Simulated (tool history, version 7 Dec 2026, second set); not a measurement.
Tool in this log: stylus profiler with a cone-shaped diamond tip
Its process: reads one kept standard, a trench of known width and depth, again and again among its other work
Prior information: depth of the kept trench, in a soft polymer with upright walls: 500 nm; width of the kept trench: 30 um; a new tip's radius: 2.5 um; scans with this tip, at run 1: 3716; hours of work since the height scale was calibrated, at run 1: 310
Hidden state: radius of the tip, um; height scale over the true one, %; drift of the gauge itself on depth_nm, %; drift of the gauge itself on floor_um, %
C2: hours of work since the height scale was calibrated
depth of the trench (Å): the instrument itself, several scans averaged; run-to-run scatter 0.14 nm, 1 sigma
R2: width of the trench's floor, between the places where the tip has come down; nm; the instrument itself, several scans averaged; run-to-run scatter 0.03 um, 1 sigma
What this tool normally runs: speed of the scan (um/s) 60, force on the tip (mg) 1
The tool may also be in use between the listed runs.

run 1 hour=0 | speed_of_the_scan_(um/s)=60 force_on_the_tip_(mg)=1 | scans_with_this_tip=3716 C2=310 | depth_of_the_trench_(Å)=5046.6 R2=25480
run 2 hour=54.2 | speed_of_the_scan_(um/s)=60 force_on_the_tip_(mg)=1 | scans_with_this_tip=4004 C2=334 | depth_of_the_trench_(Å)=5049 R2=25380
run 3 hour=112.5 | speed_of_the_scan_(um/s)=60 force_on_the_tip_(mg)=1 | scans_with_this_tip=4313 C2=360 | depth_of_the_trench_(Å)=5049.4 R2=25370
run 4 hour=166.2 | speed_of_the_scan_(um/s)=60 force_on_the_tip_(mg)=1 | scans_with_this_tip=4598 C2=384 | depth_of_the_trench_(Å)=5050.7 R2=25260
run 5 hour=236.5 | speed_of_the_scan_(um/s)=60 force_on_the_tip_(mg)=1 | scans_with_this_tip=4972 C2=415 | depth_of_the_trench_(Å)=5049.2 R2=25220
run 6 hour=296.1 | speed_of_the_scan_(um/s)=107 force_on_the_tip_(mg)=1 | scans_with_this_tip=5289 C2=442 | depth_of_the_trench_(Å)=5049.3 R2=24670
run 7 hour=381.7 | speed_of_the_scan_(um/s)=107 force_on_the_tip_(mg)=1 | scans_with_this_tip=5744 C2=480 | depth_of_the_trench_(Å)=5050.8 R2=24620
run 8 hour=474.5 | speed_of_the_scan_(um/s)=60 force_on_the_tip_(mg)=0.36 | scans_with_this_tip=6237 C2=521 | depth_of_the_trench_(Å)=5030.2 R2=24560
run 9 hour=546.8 | speed_of_the_scan_(um/s)=60 force_on_the_tip_(mg)=0.36 | scans_with_this_tip=6621 C2=553 | depth_of_the_trench_(Å)=5032.3 R2=24500
run 10 hour=638.4 | speed_of_the_scan_(um/s)=60 force_on_the_tip_(mg)=0.36 | scans_with_this_tip=7108 C2=594 | depth_of_the_trench_(Å)=5031.4 R2=24380
run 11 hour=706.9 | speed_of_the_scan_(um/s)=151 force_on_the_tip_(mg)=1 | scans_with_this_tip=7472 C2=624 | depth_of_the_trench_(Å)=5054.4 R2=23860
run 12 hour=800.4 | speed_of_the_scan_(um/s)=60 force_on_the_tip_(mg)=1 | scans_with_this_tip=7969 C2=666 | depth_of_the_trench_(Å)=5055.3 R2=24640
run 13 hour=889.2 | speed_of_the_scan_(um/s)=60 force_on_the_tip_(mg)=1 | scans_with_this_tip=8440 C2=705 | depth_of_the_trench_(Å)=5052.1 R2=24550
run 14 hour=946 | speed_of_the_scan_(um/s)=60 force_on_the_tip_(mg)=1 | scans_with_this_tip=8742 C2=730 | depth_of_the_trench_(Å)=5057 R2=24500
run 15 hour=988.3 | speed_of_the_scan_(um/s)=60 force_on_the_tip_(mg)=1 | scans_with_this_tip=8967 C2=749 | depth_of_the_trench_(Å)=5054.8 R2=24460
run 16 hour=1069.2 | speed_of_the_scan_(um/s)=60 force_on_the_tip_(mg)=1.1 | scans_with_this_tip=9397 C2=785 | depth_of_the_trench_(Å)=5058.6 R2=24380
run 17 hour=1123.3 | speed_of_the_scan_(um/s)=60 force_on_the_tip_(mg)=1.41 | scans_with_this_tip=9684 C2=809 | depth_of_the_trench_(Å)=5067 R2=24440
run 18 hour=1168.9 | speed_of_the_scan_(um/s)=60 force_on_the_tip_(mg)=1.41 | scans_with_this_tip=9927 C2=829 | depth_of_the_trench_(Å)=5068.1 R2=24360
run 19 hour=1262.1 | speed_of_the_scan_(um/s)=60 force_on_the_tip_(mg)=1.56 | scans_with_this_tip=10422 C2=870 | depth_of_the_trench_(Å)=5071.1 R2=24280
run 20 hour=1311.7 | speed_of_the_scan_(um/s)=60 force_on_the_tip_(mg)=1.58 | scans_with_this_tip=10685 C2=892 | depth_of_the_trench_(Å)=5074.6 R2=24280
run 21 hour=1387.3 | speed_of_the_scan_(um/s)=60 force_on_the_tip_(mg)=1 | scans_with_this_tip=11087 C2=926 | depth_of_the_trench_(Å)=5059.8 R2=24090
run 22 hour=1441.2 | speed_of_the_scan_(um/s)=60 force_on_the_tip_(mg)=1 | scans_with_this_tip=11373 C2=950 | depth_of_the_trench_(Å)=5059.1 R2=24010
run 23 hour=1518.2 | speed_of_the_scan_(um/s)=88 force_on_the_tip_(mg)=1.41 | scans_with_this_tip=11782 C2=984 | depth_of_the_trench_(Å)=5070.4 R2=23890
run 24 hour=1561.3 | speed_of_the_scan_(um/s)=60 force_on_the_tip_(mg)=0.99 | scans_with_this_tip=12011 C2=1003 | depth_of_the_trench_(Å)=5062.4 R2=23960
run 25 hour=1626.2 | speed_of_the_scan_(um/s)=98 force_on_the_tip_(mg)=0.51 | scans_with_this_tip=12356 C2=1032 | depth_of_the_trench_(Å)=5045.1 R2=23160
-- hour=1676.4 new tip fitted, height scale calibrated
run 26 hour=1677.4 | speed_of_the_scan_(um/s)=98 force_on_the_tip_(mg)=0.51 | scans_with_this_tip=6 C2=0 | depth_of_the_trench_(Å)=5028.8 R2=25650
run 27 hour=1718.4 | speed_of_the_scan_(um/s)=98 force_on_the_tip_(mg)=0.51 | scans_with_this_tip=224 C2=19 | depth_of_the_trench_(Å)=5027.2 R2=25640
run 28 hour=1809.8 | speed_of_the_scan_(um/s)=117 force_on_the_tip_(mg)=0.38 | scans_with_this_tip=709 C2=59 | depth_of_the_trench_(Å)=5023.2 R2=24930
run 29 hour=1882.4 | speed_of_the_scan_(um/s)=115 force_on_the_tip_(mg)=2.01 | scans_with_this_tip=1095 C2=91 | depth_of_the_trench_(Å)=5070.9 R2=25890
run 30 hour=1971.8 | speed_of_the_scan_(um/s)=18 force_on_the_tip_(mg)=0.95 | scans_with_this_tip=1570 C2=131 | depth_of_the_trench_(Å)=5045.6 R2=26340
run 31 hour=2011.4 | speed_of_the_scan_(um/s)=50 force_on_the_tip_(mg)=2.06 | scans_with_this_tip=1780 C2=149 | depth_of_the_trench_(Å)=5072 R2=26090
run 32 hour=2073.2 | speed_of_the_scan_(um/s)=175 force_on_the_tip_(mg)=0.69 | scans_with_this_tip=2109 C2=176 | depth_of_the_trench_(Å)=5036.5 R2=24380
run 33 hour=2132.3 | speed_of_the_scan_(um/s)=85 force_on_the_tip_(mg)=1 | scans_with_this_tip=2423 C2=202 | depth_of_the_trench_(Å)=5045.3 R2=25430
run 34 hour=2203 | speed_of_the_scan_(um/s)=51 force_on_the_tip_(mg)=1.15 | scans_with_this_tip=2798 C2=234 | depth_of_the_trench_(Å)=5049.7 R2=25800
run 35 hour=2277.6 | speed_of_the_scan_(um/s)=190 force_on_the_tip_(mg)=0.52 | scans_with_this_tip=3195 C2=267 | depth_of_the_trench_(Å)=5031 R2=23630
run 36 hour=2361 | speed_of_the_scan_(um/s)=17 force_on_the_tip_(mg)=0.52 | scans_with_this_tip=3638 C2=304 | depth_of_the_trench_(Å)=5033.7 R2=25800
run 37 hour=2406.3 | speed_of_the_scan_(um/s)=115 force_on_the_tip_(mg)=0.82 | scans_with_this_tip=3879 C2=324 | depth_of_the_trench_(Å)=5042.5 R2=24730
run 38 hour=2489.8 | speed_of_the_scan_(um/s)=115 force_on_the_tip_(mg)=0.82 | scans_with_this_tip=4322 C2=361 | depth_of_the_trench_(Å)=5044.3 R2=24670
run 39 hour=2535 | speed_of_the_scan_(um/s)=115 force_on_the_tip_(mg)=0.82 | scans_with_this_tip=4562 C2=381 | depth_of_the_trench_(Å)=5042.1 R2=24630
run 40 hour=2583.1 | speed_of_the_scan_(um/s)=74 force_on_the_tip_(mg)=0.88 | scans_with_this_tip=4818 C2=402 | depth_of_the_trench_(Å)=5048.1 R2=25010
run 41 hour=2629.4 | speed_of_the_scan_(um/s)=19 force_on_the_tip_(mg)=0.67 | scans_with_this_tip=5064 C2=423 | depth_of_the_trench_(Å)=5041.8 R2=25520
run 42 hour=2684.8 | speed_of_the_scan_(um/s)=18 force_on_the_tip_(mg)=0.96 | scans_with_this_tip=5359 C2=448 | depth_of_the_trench_(Å)=5051.6 R2=25500
run 43 hour=2774.7 | speed_of_the_scan_(um/s)=18 force_on_the_tip_(mg)=0.96 | scans_with_this_tip=5836 C2=487 | depth_of_the_trench_(Å)=5050.7 R2=25380
run 44 hour=2832.1 | speed_of_the_scan_(um/s)=60 force_on_the_tip_(mg)=1.29 | scans_with_this_tip=6141 C2=513 | depth_of_the_trench_(Å)=5057 R2=25040

Consider 3 possible next runs. They are alternatives, not a sequence: every one starts from the tool as it was left by run 44. What does each give?
run A hour=2900.3 | speed_of_the_scan_(um/s)=61 force_on_the_tip_(mg)=2.62 | scans_with_this_tip=6503 C2=543 | depth_of_the_trench_(Å)=? R2=?
run B hour=2900.3 | speed_of_the_scan_(um/s)=25 force_on_the_tip_(mg)=2.37 | scans_with_this_tip=6503 C2=543 | depth_of_the_trench_(Å)=? R2=?
run C hour=2900.3 | speed_of_the_scan_(um/s)=139 force_on_the_tip_(mg)=0.64 | scans_with_this_tip=6503 C2=543 | depth_of_the_trench_(Å)=? R2=?

run=A depth_of_the_trench_(Å)=5088 R2=25140
run=B depth_of_the_trench_(Å)=5085.8 R2=25400
run=C depth_of_the_trench_(Å)=5044.4 R2=23810
Without the tool's hidden state the same runs would have given:
run=A depth_of_the_trench_(Å)=5076.9 R2=26670
run=B depth_of_the_trench_(Å)=5074.7 R2=26930
run=C depth_of_the_trench_(Å)=5033.4 R2=25340

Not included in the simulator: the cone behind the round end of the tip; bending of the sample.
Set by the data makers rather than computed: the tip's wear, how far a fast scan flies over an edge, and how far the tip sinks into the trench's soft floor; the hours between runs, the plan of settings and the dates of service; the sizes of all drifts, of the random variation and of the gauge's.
